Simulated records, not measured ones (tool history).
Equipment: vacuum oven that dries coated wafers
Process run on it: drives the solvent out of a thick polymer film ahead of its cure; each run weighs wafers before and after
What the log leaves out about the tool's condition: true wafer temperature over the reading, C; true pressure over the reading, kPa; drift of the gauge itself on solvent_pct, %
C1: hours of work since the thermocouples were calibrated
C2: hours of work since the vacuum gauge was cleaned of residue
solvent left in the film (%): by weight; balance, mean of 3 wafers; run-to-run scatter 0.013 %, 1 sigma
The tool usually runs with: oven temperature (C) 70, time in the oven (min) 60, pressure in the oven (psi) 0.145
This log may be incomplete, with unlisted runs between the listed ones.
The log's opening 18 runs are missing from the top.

{"run": 19, "hour": 222.6, "oven temperature (C)": 57, "time in the oven (min)": 60, "pressure in the oven (psi)": 0.145, "C1": 832, "C2": 672, "solvent left in the film (%)": 4.23}
{"run": 20, "hour": 238.6, "oven temperature (C)": 57, "time in the oven (min)": 60, "pressure in the oven (psi)": 0.145, "C1": 844, "C2": 685, "solvent left in the film (%)": 4.26}
{"run": 21, "hour": 248.8, "oven temperature (C)": 57, "time in the oven (min)": 60, "pressure in the oven (psi)": 0.145, "C1": 852, "C2": 693, "solvent left in the film (%)": 4.22}
{"run": 22, "hour": 258.7, "oven temperature (C)": 57, "time in the oven (min)": 60, "pressure in the oven (psi)": 0.145, "C1": 860, "C2": 701, "solvent left in the film (%)": 4.21}
{"run": 23, "hour": 270.7, "oven temperature (C)": 57, "time in the oven (min)": 60, "pressure in the oven (psi)": 0.145, "C1": 870, "C2": 711, "solvent left in the film (%)": 4.21}
{"run": 24, "hour": 285.5, "oven temperature (C)": 56, "time in the oven (min)": 67, "pressure in the oven (psi)": 0.145, "C1": 882, "C2": 722, "solvent left in the film (%)": 3.97}
{"run": 25, "hour": 292.7, "oven temperature (C)": 56, "time in the oven (min)": 107, "pressure in the oven (psi)": 0.145, "C1": 887, "C2": 728, "solvent left in the film (%)": 2.02}
{"run": 26, "hour": 299.8, "oven temperature (C)": 56, "time in the oven (min)": 107, "pressure in the oven (psi)": 0.145, "C1": 893, "C2": 734, "solvent left in the film (%)": 1.99}
{"run": 27, "hour": 307.1, "oven temperature (C)": 66, "time in the oven (min)": 60, "pressure in the oven (psi)": 0.145, "C1": 899, "C2": 739, "solvent left in the film (%)": 1.7}
{"run": 28, "hour": 315.6, "oven temperature (C)": 70, "time in the oven (min)": 60, "pressure in the oven (psi)": 0.145, "C1": 905, "C2": 746, "solvent left in the film (%)": 1.05}
{"run": 29, "hour": 329.5, "oven temperature (C)": 67, "time in the oven (min)": 59, "pressure in the oven (psi)": 0.212, "C1": 916, "C2": 757, "solvent left in the film (%)": 1.78}
{"run": 30, "hour": 341.5, "oven temperature (C)": 70, "time in the oven (min)": 60, "pressure in the oven (psi)": 0.555, "C1": 926, "C2": 767, "solvent left in the film (%)": 2.12}
{"run": 31, "hour": 358.0, "oven temperature (C)": 70, "time in the oven (min)": 60, "pressure in the oven (psi)": 0.555, "C1": 939, "C2": 780, "solvent left in the film (%)": 2.15}

Expected results for the next run?
{"run": 32, "hour": 367.7, "oven temperature (C)": 63, "time in the oven (min)": 37, "pressure in the oven (psi)": 0.173, "C1": 947, "C2": 788, "solvent left in the film (%)": "?"}

solvent left in the film (%): 4.96
Without the tool's hidden state the same run would have given solvent left in the film (%) 5.38.
